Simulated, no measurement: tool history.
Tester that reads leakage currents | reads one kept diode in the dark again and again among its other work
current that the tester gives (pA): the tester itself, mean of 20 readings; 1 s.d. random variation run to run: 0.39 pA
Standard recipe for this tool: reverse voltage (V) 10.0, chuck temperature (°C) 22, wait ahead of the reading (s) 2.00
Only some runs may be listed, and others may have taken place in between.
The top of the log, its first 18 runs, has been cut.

run	hour	reverse voltage (V)	chuck temperature (°C)	wait ahead of the reading (s)	hours of work since the probe card was cleaned	hours of work since the tester was calibrated	hours of work since the chuck was calibrated	current that the tester gives (pA)
19	872.0	14.1	59	2.52	332	1720	336	1899.44
20	909.8	1.4	22	0.84	360	1748	364	47.30
21	964.5	7.4	58	1.22	401	1788	405	1308.44
22	1007.5	1.8	22	1.27	433	1820	437	52.74
23	1055.2	14.3	22	2.00	468	1855	472	144.85
24	1090.7	14.3	22	2.00	494	1882	498	144.16
25	1155.7	12.3	27	2.33	542	1930	547	193.63
26	1230.1	1.3	22	2.00	598	1985	602	44.14
27	1268.5	3.2	59	2.35	626	2014	630	908.87
28	1308.1	3.2	59	2.35	656	2043	660	900.84
29	1363.9	1.8	25	6.12	697	2085	701	63.96
30	1399.7	1.8	25	6.12	724	2111	728	63.45

Below are 3 alternative next runs, each starting from the tool's condition after run 30. Predict each:
A	1448.7	1.8	25	5.20	760	2147	764	?
B	1448.7	3.5	35	4.37	760	2147	764	?
C	1448.7	1.9	23	1.58	760	2147	764	?

run	current that the tester gives (pA)
A	63.43
B	184.49
C	55.91
Had the tool no hidden state, the same runs would have come out as:
run	current that the tester gives (pA)
A	71.10
B	206.40
C	62.56
